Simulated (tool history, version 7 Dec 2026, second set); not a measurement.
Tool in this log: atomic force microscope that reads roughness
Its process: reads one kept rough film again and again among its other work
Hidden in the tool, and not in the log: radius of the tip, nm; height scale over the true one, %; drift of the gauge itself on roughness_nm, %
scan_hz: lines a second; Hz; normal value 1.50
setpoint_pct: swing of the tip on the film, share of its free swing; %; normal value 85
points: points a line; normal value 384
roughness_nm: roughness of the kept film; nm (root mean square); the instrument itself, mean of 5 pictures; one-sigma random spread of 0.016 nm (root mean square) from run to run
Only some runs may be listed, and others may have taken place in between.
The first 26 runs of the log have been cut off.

run   hour  scan_hz  setpoint_pct  points  pictures with this tip  hours of work since the height scale was calibrated  roughness_nm
 27  378.3     0.52            90     652                      58                                                  143         3.935
 28  398.8     1.50            85     418                      86                                                  158         3.604
 29  411.7     1.50            85     418                     104                                                  167         3.550
 30  424.8     2.31            85     479                     122                                                  176         3.272
 31  442.4     1.15            76     981                     146                                                  188         3.621
 32  451.5     1.19            72     349                     159                                                  195         3.562
 33  463.7     1.14            76     384                     175                                                  203         3.444
     470.5  -- new tip fitted
 34  476.6     1.14            76     384                       8                                                  212         4.156
 35  487.9     0.60            83     813                      24                                                  220         4.140
 36  501.8     0.73            83     813                      43                                                  230         4.024
 37  520.1     0.78            77     451                      68                                                  243         3.959
 38  540.1     3.65            56     529                      96                                                  257         3.799
 39  553.7     3.65            56     529                     114                                                  266         3.731

Consider 3 possible next runs. They are alternatives, not a sequence: every one starts from the tool as it was left by run 39. What does each give?
  A  570.2     1.12            68     307                     137                                                  278             ?
  B  570.2     2.74            65     529                     137                                                  278             ?
  C  570.2     0.68            64     751                     137                                                  278             ?

run  roughness_nm
  A         3.683
  B         3.536
  C         3.749
With the hidden condition removed and each run's random variation left untouched, the same runs would have given:
run  roughness_nm
  A         4.248
  B         4.078
  C         4.325
